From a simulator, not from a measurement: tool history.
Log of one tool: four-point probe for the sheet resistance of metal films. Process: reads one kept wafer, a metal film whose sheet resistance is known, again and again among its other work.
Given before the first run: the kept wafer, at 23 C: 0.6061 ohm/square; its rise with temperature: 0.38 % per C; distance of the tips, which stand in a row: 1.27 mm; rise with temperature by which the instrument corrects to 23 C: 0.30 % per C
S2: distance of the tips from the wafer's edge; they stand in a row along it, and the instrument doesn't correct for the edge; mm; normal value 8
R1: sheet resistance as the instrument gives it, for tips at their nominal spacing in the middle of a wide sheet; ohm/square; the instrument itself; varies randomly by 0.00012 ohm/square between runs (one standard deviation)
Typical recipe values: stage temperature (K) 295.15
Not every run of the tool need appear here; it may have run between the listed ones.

run 1 hour=0.0 | stage_temperature_(K)=295.15 S2=8 | R1=0.614608
run 2 hour=17.3 | stage_temperature_(K)=300.15 S2=8 | R1=0.616660
run 3 hour=32.5 | stage_temperature_(K)=300.15 S2=8 | R1=0.616611
run 4 hour=52.1 | stage_temperature_(K)=300.15 S2=8 | R1=0.616650
run 5 hour=61.5 | stage_temperature_(K)=300.15 S2=8 | R1=0.616554
run 6 hour=79.7 | stage_temperature_(K)=297.15 S2=8 | R1=0.615176
run 7 hour=98.5 | stage_temperature_(K)=297.15 S2=8 | R1=0.615299
run 8 hour=115.5 | stage_temperature_(K)=295.15 S2=8 | R1=0.614489
run 9 hour=129.5 | stage_temperature_(K)=300.15 S2=8 | R1=0.616486
run 10 hour=146.4 | stage_temperature_(K)=293.15 S2=8 | R1=0.613388
run 11 hour=165.9 | stage_temperature_(K)=293.15 S2=8 | R1=0.613351
run 12 hour=176.2 | stage_temperature_(K)=293.15 S2=8 | R1=0.613383
run 13 hour=186.4 | stage_temperature_(K)=295.15 S2=8 | R1=0.614433
run 14 hour=203.2 | stage_temperature_(K)=297.15 S2=8 | R1=0.615366
run 15 hour=214.8 | stage_temperature_(K)=297.15 S2=8 | R1=0.615411
run 16 hour=234.2 | stage_temperature_(K)=297.15 S2=8 | R1=0.615374
run 17 hour=243.2 | stage_temperature_(K)=297.15 S2=8 | R1=0.615508
run 18 hour=254.0 | stage_temperature_(K)=297.15 S2=8 | R1=0.615221
run 19 hour=268.1 | stage_temperature_(K)=291.15 S2=8 | R1=0.611628
run 20 hour=283.2 | stage_temperature_(K)=291.15 S2=8 | R1=0.611656
run 21 hour=300.5 | stage_temperature_(K)=295.15 S2=8 | R1=0.613370
run 22 hour=321.6 | stage_temperature_(K)=295.15 S2=8 | R1=0.613699
run 23 hour=335.2 | stage_temperature_(K)=295.15 S2=8 | R1=0.613450
run 24 hour=351.2 | stage_temperature_(K)=295.15 S2=8 | R1=0.613274
run 25 hour=369.8 | stage_temperature_(K)=295.15 S2=8 | R1=0.613468
run 26 hour=388.6 | stage_temperature_(K)=302.15 S2=4 | R1=0.639644
run 27 hour=404.6 | stage_temperature_(K)=298.15 S2=67 | R1=0.606797
run 28 hour=425.0 | stage_temperature_(K)=293.15 S2=26 | R1=0.605117
run 29 hour=446.0 | stage_temperature_(K)=294.15 S2=16 | R1=0.606844
run 30 hour=462.8 | stage_temperature_(K)=295.15 S2=17 | R1=0.607007
run 31 hour=472.1 | stage_temperature_(K)=295.15 S2=34 | R1=0.605697
run 32 hour=488.9 | stage_temperature_(K)=295.15 S2=34 | R1=0.605753
run 33 hour=500.8 | stage_temperature_(K)=302.15 S2=28 | R1=0.608896
run 34 hour=515.3 | stage_temperature_(K)=299.15 S2=21 | R1=0.608030
run 35 hour=531.2 | stage_temperature_(K)=304.15 S2=48 | R1=0.609201
run 36 hour=543.8 | stage_temperature_(K)=304.15 S2=48 | R1=0.609283
run 37 hour=561.5 | stage_temperature_(K)=305.15 S2=3 | R1=0.662692
run 38 hour=571.9 | stage_temperature_(K)=305.15 S2=3 | R1=0.662801
run 39 hour=590.9 | stage_temperature_(K)=305.15 S2=3 | R1=0.662619
run 40 hour=608.5 | stage_temperature_(K)=294.15 S2=8 | R1=0.612721
run 41 hour=626.2 | stage_temperature_(K)=296.15 S2=6 | R1=0.619963
run 42 hour=643.0 | stage_temperature_(K)=296.15 S2=4 | R1=0.636622
run 43 hour=652.9 | stage_temperature_(K)=296.15 S2=15 | R1=0.607946
run 44 hour=670.8 | stage_temperature_(K)=301.15 S2=5 | R1=0.628002
run 45 hour=681.5 | stage_temperature_(K)=301.15 S2=5 | R1=0.627984

Not shown here: 2 entries made in the log between runs. Locate each between two listed runs and compare the hidden state at the listed run before it with the hidden state at the listed run after it:
Runs 13 to 14: stage's thermometer calibrated (hour 188.0)
  inner tips' distance over the nominal, %: -0.029 -> -0.032; tips' flats over new ones', %: 3 -> 4; wafer's true temperature over the reading, C: 0.29 -> 0.38
  what was measured, less what the result would be without the hidden state, R1: +0.000479 -> +0.000651 ohm/square
Runs 18 to 19: stage's thermometer calibrated, once more (hour 262.6)
  inner tips' distance over the nominal, %: -0.041 -> -0.044; wafer's true temperature over the reading, C: 0.39 -> 0.01
  what was measured, less what the result would be without the hidden state, R1: +0.000616 -> -0.000255 ohm/square

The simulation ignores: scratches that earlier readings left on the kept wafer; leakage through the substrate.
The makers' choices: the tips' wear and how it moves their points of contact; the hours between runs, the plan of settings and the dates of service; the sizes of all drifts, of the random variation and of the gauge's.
